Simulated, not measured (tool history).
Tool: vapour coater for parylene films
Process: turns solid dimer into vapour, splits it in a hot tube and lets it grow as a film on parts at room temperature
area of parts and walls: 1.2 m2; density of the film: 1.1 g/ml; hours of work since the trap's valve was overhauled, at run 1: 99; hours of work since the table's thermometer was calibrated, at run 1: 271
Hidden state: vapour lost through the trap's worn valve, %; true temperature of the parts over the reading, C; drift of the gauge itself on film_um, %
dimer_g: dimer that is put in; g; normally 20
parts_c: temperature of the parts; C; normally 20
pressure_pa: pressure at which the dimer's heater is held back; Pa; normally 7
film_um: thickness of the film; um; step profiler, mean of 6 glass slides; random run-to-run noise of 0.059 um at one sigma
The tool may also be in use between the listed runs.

run	hour	dimer_g	parts_c	pressure_pa	hours of work since the trap's valve was overhauled	hours of work since the table's thermometer was calibrated	film_um
1	0	20	20	7	99	271	9.09
2	46.4	20	20	7	131	302	8.84
3	99.3	29	20	7	167	339	12.74
4	130.5	29	20	7	189	360	12.74
5	162.9	29	20	7	211	383	12.54
6	233.6	29	20	7	260	431	12.47
7	296.1	29	20	7	303	474	12.35
8	330.4	29	20	7	326	498	12.34
9	365.4	29	20	7	350	522	12.07
# hour 391.5: trap's valve overhauled
10	422.5	29	25	7	21	558	9.71
11	456.9	20	20	9.57	45	582	7.46
12	516.5	20	20	7	86	623	7.73
13	582.8	20	20	7	132	669	7.69
14	648.7	20	20	4.65	177	714	8.33
15	716.1	20	20	4.65	223	760	8.26
# hour 726.6: trap's valve overhauled, once more
16	763.4	20	20	4.65	25	790	9.65
17	808.7	9	20	4.65	56	821	4.35
18	842	9	20	4.65	79	844	4.26
19	910.7	20	20	7	127	891	8.64
20	960.1	20	12	7	161	925	11.23
21	1006.5	20	12	6.08	192	957	11.53
22	1054.9	20	20	7	226	990	8.44
# hour 1082.9: table's thermometer calibrated
23	1103.4	20	20	7	258	14	8.88
24	1148.3	20	20	7	289	45	8.78
25	1206.2	20	20	7	329	85	8.56
# hour 1264: trap's valve overhauled
26	1264	29	18	10.06	0	122	13.06
27	1301.4	30	12	7	26	148	17.85
28	1338.4	26	26	5.7	51	173	10.09
29	1402.6	29	13	5.2	95	217	17.41
30	1458.8	29	13	5.2	134	256	17.25
31	1516.5	29	13	5.2	174	295	17.25
32	1561.2	19	31	8.19	204	326	5.49
33	1619.6	19	31	8.19	244	366	5.44
34	1676	17	23	9.68	283	405	6.12
35	1714.2	17	23	9.68	310	431	5.99
36	1774	17	23	9.68	351	472	5.98
# hour 1795.6: trap's valve overhauled
37	1812.5	17	25	8.93	12	496	6.23
38	1877.6	9	25	8.93	56	541	3.26
39	1927.7	9	25	8.93	91	575	3.17
40	1957.6	9	25	8.93	111	596	3.14
41	1987.7	9	25	8.93	132	617	3.16
42	2045.2	9	25	8.93	172	656	3.1
43	2116.3	16	24	7.93	220	705	5.84
44	2164.6	16	24	7.93	254	738	5.73
45	2223.7	16	24	7.93	294	779	5.74
46	2266.7	16	24	7.93	324	809	5.65
# hour 2330.2: trap's valve overhauled
47	2331.2	16	24	7.84	1	850	6.03

4 ways to go on from here, each from the tool as it stands after run 47. What would each give?
A	2378	32	20	2.15	33	882	?
B	2378	34	24	3.98	33	882	?
C	2378	16	27	7.84	33	882	?
D	2378	10	14	3.5	33	882	?

run	film_um
A	18.42
B	14.84
C	5.38
D	6.24
Stripped of hidden state, with their random variation kept, the same runs would have yielded:
run	film_um
A	19.32
B	15.57
C	5.64
D	6.54

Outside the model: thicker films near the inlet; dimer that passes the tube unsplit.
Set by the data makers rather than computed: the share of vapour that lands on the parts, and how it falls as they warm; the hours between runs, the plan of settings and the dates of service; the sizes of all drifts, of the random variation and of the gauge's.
